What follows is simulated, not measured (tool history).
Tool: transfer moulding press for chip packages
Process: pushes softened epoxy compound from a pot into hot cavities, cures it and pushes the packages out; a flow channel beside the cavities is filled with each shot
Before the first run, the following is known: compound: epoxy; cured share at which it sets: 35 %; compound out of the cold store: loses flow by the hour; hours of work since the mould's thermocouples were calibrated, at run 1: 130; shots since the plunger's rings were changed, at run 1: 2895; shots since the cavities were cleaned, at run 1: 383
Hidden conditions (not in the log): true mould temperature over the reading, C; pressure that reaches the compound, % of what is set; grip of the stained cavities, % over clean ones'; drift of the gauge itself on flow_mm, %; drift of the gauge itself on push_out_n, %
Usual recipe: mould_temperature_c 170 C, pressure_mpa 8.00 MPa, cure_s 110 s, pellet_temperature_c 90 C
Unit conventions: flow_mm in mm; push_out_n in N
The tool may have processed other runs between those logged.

run     day  mould_temperature_c  pressure_mpa  cure_s  pellet_temperature_c  hours of work since the mould's thermocouples were calibrated  shots since the plunger's rings were changed  shots since the cavities were cleaned  incoming compound's hours out of the cold store  flow_mm  push_out_n
  1   0.000                  170          8.00     110                    90                                                            130                                          2895                                    383                                             10.1      684         490
  2   1.479                  170          9.20     110                    90                                                            151                                          3242                                    730                                             32.2      648         531
      2.850  -- cavities cleaned with cleaning compound and waxed
  3   3.850                  170          9.20     110                    90                                                            184                                          3783                                    234                                             32.1      643         396
  4   5.342                  170          8.00     110                    90                                                            205                                          4134                                    585                                             35.6      596         505
      7.383  -- cavities cleaned with cleaning compound and waxed
  5   7.525                  170          8.00     110                    90                                                            235                                          4631                                     33                                             14.9      656         314
  6   8.925                  170          8.42     110                    90                                                            255                                          4959                                    361                                             36.9      597         430
     11.733  -- cavities cleaned with cleaning compound and waxed
  7  11.733                  170          8.42     110                    90                                                            294                                          5604                                      0                                             32.8      607         278
  8  13.788                  170          8.00     110                    98                                                            323                                          6085                                    481                                             40.4      568         486
     16.121  -- cavities cleaned with cleaning compound and waxed
  9  16.150                  170          8.00     110                    98                                                            356                                          6625                                      7                                             42.3      557         279
     17.438  -- plunger's sealing rings changed
 10  18.796                  170          8.00     110                    90                                                            392                                           318                                    603                                             34.1      611         505
     20.775  -- cavities cleaned with cleaning compound and waxed
 11  20.992                  170          8.00     110                    90                                                            423                                           819                                     52                                             39.1      597         308
 12  22.329                  170          8.00     110                    90                                                            442                                          1132                                    365                                             47.5      570         446
 13  24.992                  170          9.18     110                    90                                                            480                                          1757                                    990                                             12.4      733         548
     25.283  -- cavities cleaned with cleaning compound and waxed
 14  26.533                  170          8.00     111                    90                                                            501                                          2103                                    293                                              8.9      697         439
 15  28.208                  168          7.00     110                    96                                                            524                                          2496                                    686                                             35.0      567         546
     29.733  -- cavities cleaned with cleaning compound and waxed
 16  30.033                  168          7.00     110                    96                                                            549                                          2910                                     71                                             32.0      571         357
 17  31.725                  176          8.00      95                    90                                                            574                                          3306                                    467                                              8.7      672         483
 18  33.029                  176          8.00      95                    90                                                            592                                          3613                                    774                                             10.1      666         520
     34.246  -- cavities cleaned with cleaning compound and waxed
 19  34.425                  175          8.00     111                    90                                                            611                                          3925                                     42                                             26.4      606         276
 20  36.529                  175          8.00     111                    90                                                            641                                          4418                                    535                                             21.7      620         443
 21  37.858                  170          7.91     110                    91                                                            660                                          4730                                    847                                             22.6      632         545
     38.775  -- cavities cleaned with cleaning compound and waxed
 22  40.250                  170          6.18     110                    90                                                            693                                          5277                                    346                                             10.3      593         465
 23  42.658                  170          6.18     110                    90                                                            727                                          5842                                    911                                             35.6      515         558
     43.262  -- cavities cleaned with cleaning compound and waxed
 24  45.271                  170          8.41     110                    90                                                            764                                          6439                                    471                                             47.3      564         472
 25  46.996                  170          8.00     124                    92                                                            788                                          6845                                    877                                             15.7      645         519
     47.471  -- plunger's sealing rings changed
     47.771  -- cavities cleaned with cleaning compound and waxed
 26  49.750                  171          6.35     110                    90                                                            825                                           520                                    464                                             42.6      517         459
 27  51.346                  167          6.56      91                    88                                                            848                                           895                                    839                                             22.1      598         980

Predict each of these 4 candidate next runs independently; none follows another, all start after run 27:
     52.150  -- cavities cleaned with cleaning compound and waxed
     52.896  -- mould's thermocouples calibrated
  A  54.046                  167          6.02      91                    88                                                             16                                          1494                                    426                                             46.9        ?           ?
     52.150  -- cavities cleaned with cleaning compound and waxed
     52.896  -- mould's thermocouples calibrated
  B  54.046                  167          7.36      91                    88                                                             16                                          1494                                    426                                              8.9        ?           ?
     52.150  -- cavities cleaned with cleaning compound and waxed
     52.896  -- mould's thermocouples calibrated
  C  54.046                  167          8.13     149                    94                                                             16                                          1494                                    426                                             46.1        ?           ?
     52.150  -- cavities cleaned with cleaning compound and waxed
     52.896  -- mould's thermocouples calibrated
  D  54.046                  170          8.83     137                    90                                                             16                                          1494                                    426                                             35.0        ?           ?

run  flow_mm  push_out_n
  A      495         693
  B      679         833
  C      583         417
  D      633         424
Had the tool no hidden state, the same runs would have come out as:
run  flow_mm  push_out_n
  A      501         407
  B      687         490
  C      590         244
  D      641         251
